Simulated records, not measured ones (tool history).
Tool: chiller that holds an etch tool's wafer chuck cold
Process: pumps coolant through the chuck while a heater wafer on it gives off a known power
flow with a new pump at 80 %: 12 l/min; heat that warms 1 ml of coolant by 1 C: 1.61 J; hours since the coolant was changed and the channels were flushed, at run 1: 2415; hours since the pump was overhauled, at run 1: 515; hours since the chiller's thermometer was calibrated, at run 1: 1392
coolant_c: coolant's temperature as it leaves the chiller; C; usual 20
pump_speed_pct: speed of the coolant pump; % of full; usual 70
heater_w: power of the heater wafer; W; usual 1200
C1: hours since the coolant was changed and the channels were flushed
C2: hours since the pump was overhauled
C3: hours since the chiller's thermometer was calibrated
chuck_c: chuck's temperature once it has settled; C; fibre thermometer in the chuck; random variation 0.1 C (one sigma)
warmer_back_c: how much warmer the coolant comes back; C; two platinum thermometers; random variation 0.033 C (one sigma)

{"run": 1, "day": 0.0, "coolant_c": 20, "pump_speed_pct": 70, "heater_w": 1200, "C1": 2415, "C2": 515, "C3": 1392, "chuck_c": 30.5, "warmer_back_c": 4.3}
{"run": 2, "day": 1.562, "coolant_c": 20, "pump_speed_pct": 70, "heater_w": 1200, "C1": 2453, "C2": 552, "C3": 1429, "chuck_c": 30.4, "warmer_back_c": 4.33}
{"run": 3, "day": 3.029, "coolant_c": 20, "pump_speed_pct": 70, "heater_w": 1200, "C1": 2488, "C2": 588, "C3": 1465, "chuck_c": 30.3, "warmer_back_c": 4.45}
{"run": 4, "day": 4.117, "coolant_c": 20, "pump_speed_pct": 70, "heater_w": 1200, "C1": 2514, "C2": 614, "C3": 1491, "chuck_c": 30.5, "warmer_back_c": 4.33}
{"run": 5, "day": 5.121, "coolant_c": 20, "pump_speed_pct": 70, "heater_w": 1200, "C1": 2538, "C2": 638, "C3": 1515, "chuck_c": 30.6, "warmer_back_c": 4.37}
{"run": 6, "day": 6.158, "coolant_c": 20, "pump_speed_pct": 70, "heater_w": 1200, "C1": 2563, "C2": 663, "C3": 1540, "chuck_c": 30.6, "warmer_back_c": 4.34}
{"run": 7, "day": 7.092, "coolant_c": 20, "pump_speed_pct": 70, "heater_w": 1200, "C1": 2586, "C2": 685, "C3": 1562, "chuck_c": 30.4, "warmer_back_c": 4.34}
{"run": 8, "day": 9.275, "coolant_c": 20, "pump_speed_pct": 70, "heater_w": 983, "C1": 2638, "C2": 737, "C3": 1615, "chuck_c": 28.6, "warmer_back_c": 3.58}
{"run": 9, "day": 11.333, "coolant_c": 20, "pump_speed_pct": 70, "heater_w": 983, "C1": 2687, "C2": 787, "C3": 1664, "chuck_c": 28.7, "warmer_back_c": 3.56}
{"run": 10, "day": 13.0, "coolant_c": 20, "pump_speed_pct": 70, "heater_w": 983, "C1": 2727, "C2": 827, "C3": 1704, "chuck_c": 28.6, "warmer_back_c": 3.64}
{"run": 11, "day": 14.804, "coolant_c": 20, "pump_speed_pct": 70, "heater_w": 1200, "C1": 2771, "C2": 870, "C3": 1747, "chuck_c": 30.7, "warmer_back_c": 4.35}
{"run": 12, "day": 16.7, "coolant_c": 20, "pump_speed_pct": 70, "heater_w": 1200, "C1": 2816, "C2": 916, "C3": 1793, "chuck_c": 30.8, "warmer_back_c": 4.39}
{"run": 13, "day": 18.171, "coolant_c": 20, "pump_speed_pct": 70, "heater_w": 666, "C1": 2851, "C2": 951, "C3": 1828, "chuck_c": 25.8, "warmer_back_c": 2.42}
{"run": 14, "day": 20.088, "coolant_c": 20, "pump_speed_pct": 89, "heater_w": 666, "C1": 2897, "C2": 997, "C3": 1874, "chuck_c": 24.6, "warmer_back_c": 1.94}
{"run": 15, "day": 22.104, "coolant_c": 17, "pump_speed_pct": 83, "heater_w": 1200, "C1": 2946, "C2": 1045, "C3": 1922, "chuck_c": 26.1, "warmer_back_c": 3.61}
{"run": 16, "day": 23.038, "coolant_c": 20, "pump_speed_pct": 91, "heater_w": 958, "C1": 2968, "C2": 1068, "C3": 1945, "chuck_c": 26.6, "warmer_back_c": 2.68}
{"run": 17, "day": 24.5, "coolant_c": 20, "pump_speed_pct": 91, "heater_w": 958, "C1": 3003, "C2": 1103, "C3": 1980, "chuck_c": 26.5, "warmer_back_c": 2.64}
{"run": 18, "day": 25.658, "coolant_c": 22, "pump_speed_pct": 70, "heater_w": 1200, "C1": 3031, "C2": 1131, "C3": 2008, "chuck_c": 32.9, "warmer_back_c": 4.35}
{"day": 25.842, "done": "chiller's thermometer calibrated"}
{"run": 19, "day": 27.467, "coolant_c": 22, "pump_speed_pct": 70, "heater_w": 1200, "C1": 3073, "C2": 1173, "C3": 39, "chuck_c": 33.0, "warmer_back_c": 4.41}
{"run": 20, "day": 29.683, "coolant_c": 21, "pump_speed_pct": 85, "heater_w": 793, "C1": 3127, "C2": 1226, "C3": 92, "chuck_c": 27.2, "warmer_back_c": 2.28}
{"run": 21, "day": 31.125, "coolant_c": 21, "pump_speed_pct": 85, "heater_w": 793, "C1": 3161, "C2": 1261, "C3": 127, "chuck_c": 27.1, "warmer_back_c": 2.4}
{"run": 22, "day": 32.754, "coolant_c": 20, "pump_speed_pct": 97, "heater_w": 854, "C1": 3200, "C2": 1300, "C3": 166, "chuck_c": 26.0, "warmer_back_c": 2.21}
{"run": 23, "day": 34.067, "coolant_c": 20, "pump_speed_pct": 97, "heater_w": 854, "C1": 3232, "C2": 1331, "C3": 197, "chuck_c": 25.7, "warmer_back_c": 2.24}
{"run": 24, "day": 36.225, "coolant_c": 22, "pump_speed_pct": 92, "heater_w": 1200, "C1": 3284, "C2": 1383, "C3": 249, "chuck_c": 30.4, "warmer_back_c": 3.27}
{"run": 25, "day": 37.496, "coolant_c": 22, "pump_speed_pct": 92, "heater_w": 1200, "C1": 3314, "C2": 1414, "C3": 280, "chuck_c": 30.7, "warmer_back_c": 3.26}
{"run": 26, "day": 39.025, "coolant_c": 16, "pump_speed_pct": 92, "heater_w": 1685, "C1": 3351, "C2": 1450, "C3": 316, "chuck_c": 28.2, "warmer_back_c": 4.56}
{"run": 27, "day": 40.683, "coolant_c": 17, "pump_speed_pct": 92, "heater_w": 1685, "C1": 3391, "C2": 1490, "C3": 356, "chuck_c": 28.9, "warmer_back_c": 4.59}
{"run": 28, "day": 42.054, "coolant_c": 17, "pump_speed_pct": 92, "heater_w": 1685, "C1": 3424, "C2": 1523, "C3": 389, "chuck_c": 29.3, "warmer_back_c": 4.61}

3 ways to go on from here, each from the tool as it stands after run 28. What would each give?
{"run": "A", "day": 44.133, "coolant_c": 18, "pump_speed_pct": 74, "heater_w": 1384, "C1": 3473, "C2": 1573, "C3": 439, "chuck_c": "?", "warmer_back_c": "?"}
{"run": "B", "day": 44.133, "coolant_c": 17, "pump_speed_pct": 74, "heater_w": 1345, "C1": 3473, "C2": 1573, "C3": 439, "chuck_c": "?", "warmer_back_c": "?"}
{"run": "C", "day": 44.133, "coolant_c": 20, "pump_speed_pct": 92, "heater_w": 1640, "C1": 3473, "C2": 1573, "C3": 439, "chuck_c": "?", "warmer_back_c": "?"}

run=A chuck_c=30.4 warmer_back_c=4.78
run=B chuck_c=28.9 warmer_back_c=4.68
run=C chuck_c=31.7 warmer_back_c=4.51
Without the tool's hidden state the same runs would have given:
run=A chuck_c=28.7 warmer_back_c=4.66
run=B chuck_c=27.2 warmer_back_c=4.56
run=C chuck_c=30.0 warmer_back_c=4.40
